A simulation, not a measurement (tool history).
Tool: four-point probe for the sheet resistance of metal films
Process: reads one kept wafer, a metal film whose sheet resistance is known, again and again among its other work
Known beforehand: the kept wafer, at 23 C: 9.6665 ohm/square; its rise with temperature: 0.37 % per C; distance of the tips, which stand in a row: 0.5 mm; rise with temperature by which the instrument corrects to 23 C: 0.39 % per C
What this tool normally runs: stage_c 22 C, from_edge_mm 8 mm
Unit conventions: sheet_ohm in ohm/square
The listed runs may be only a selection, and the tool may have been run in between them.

| run | hour | stage_c | from_edge_mm | sheet_ohm |
|---|---|---|---|---|
| 1 | 0 | 22 | 8 | 9.687526 |
| 2 | 52.3 | 22 | 8 | 9.688593 |
| 3 | 108.3 | 22 | 8 | 9.686698 |
| 4 | 139.2 | 23 | 8 | 9.688081 |
| 5 | 178.3 | 22 | 8 | 9.691982 |
| 6 | 234.5 | 22 | 8 | 9.691863 |
| 7 | 295.5 | 22 | 8 | 9.689857 |
| 8 | 344.9 | 22 | 8 | 9.689133 |
| 9 | 395.6 | 22 | 8 | 9.691575 |
| 10 | 437.9 | 22 | 67 | 9.667193 |
| 11 | 466.9 | 22 | 37 | 9.668722 |
| 12 | 521.7 | 22 | 73 | 9.670105 |
| 13 | 565.4 | 22 | 8 | 9.688646 |
| 14 | 620.9 | 22 | 8 | 9.692897 |
| 15 | 686.3 | 22 | 8 | 9.691639 |
| 16 | 745.2 | 22 | 8 | 9.687954 |
| 17 | 794.8 | 22 | 8 | 9.68774 |
| 18 | 852.2 | 22 | 8 | 9.689001 |
| 19 | 906.4 | 22 | 8 | 9.688407 |
| 20 | 972.2 | 22 | 8 | 9.687576 |
| 21 | 1011.3 | 22 | 8 | 9.686676 |
| 22 | 1071.5 | 22 | 8 | 9.689986 |
| 23 | 1136.8 | 22 | 8 | 9.691172 |
| 24 | 1199.3 | 20 | 22 | 9.673291 |
| 25 | 1242.7 | 23 | 44 | 9.670192 |
| 26 | 1300.1 | 23 | 30 | 9.671337 |
| 27 | 1369.3 | 19 | 30 | 9.673027 |
| 28 | 1419.5 | 25 | 21 | 9.665558 |
| 29 | 1483.4 | 25 | 13 | 9.671643 |
| 30 | 1525.7 | 25 | 13 | 9.66941 |
| 31 | 1568.7 | 25 | 13 | 9.67115 |
| 32 | 1606.3 | 22 | 6 | 9.70476 |
| 33 | 1649 | 33 | 6 | 9.677833 |
| 34 | 1690.7 | 33 | 6 | 9.682591 |
| 35 | 1728.6 | 33 | 71 | 9.642645 |
| 36 | 1783.8 | 22 | 8 | 9.687344 |
| 37 | 1812 | 22 | 8 | 9.689181 |
| 38 | 1845.7 | 34 | 5 | 9.693283 |
| 39 | 1884 | 28 | 21 | 9.663153 |
| 40 | 1919.5 | 25 | 4 | 9.744794 |
| 41 | 1978.1 | 34 | 6 | 9.679497 |
| 42 | 2020.2 | 30 | 53 | 9.650309 |
| 43 | 2084.4 | 21 | 5 | 9.723926 |
| 44 | 2118.2 | 21 | 43 | 9.673346 |

Consider 5 possible next runs. They are alternatives, not a sequence: every one starts from the tool as it was left by run 44. What does each give?
| A | 2171.3 | 20 | 43 | ? |
| B | 2171.3 | 19 | 4 | ? |
| C | 2171.3 | 22 | 3 | ? |
| D | 2171.3 | 22 | 23 | ? |
| E | 2171.3 | 22 | 7 | ? |

| run | sheet_ohm |
|---|---|
| A | 9.675571 |
| B | 9.757151 |
| C | 9.810289 |
| D | 9.671799 |
| E | 9.696377 |
Take away the tool's hidden state, keep each run's random variation, and the runs would have read:
| run | sheet_ohm |
|---|---|
| A | 9.675029 |
| B | 9.756605 |
| C | 9.80974 |
| D | 9.671257 |
| E | 9.695833 |

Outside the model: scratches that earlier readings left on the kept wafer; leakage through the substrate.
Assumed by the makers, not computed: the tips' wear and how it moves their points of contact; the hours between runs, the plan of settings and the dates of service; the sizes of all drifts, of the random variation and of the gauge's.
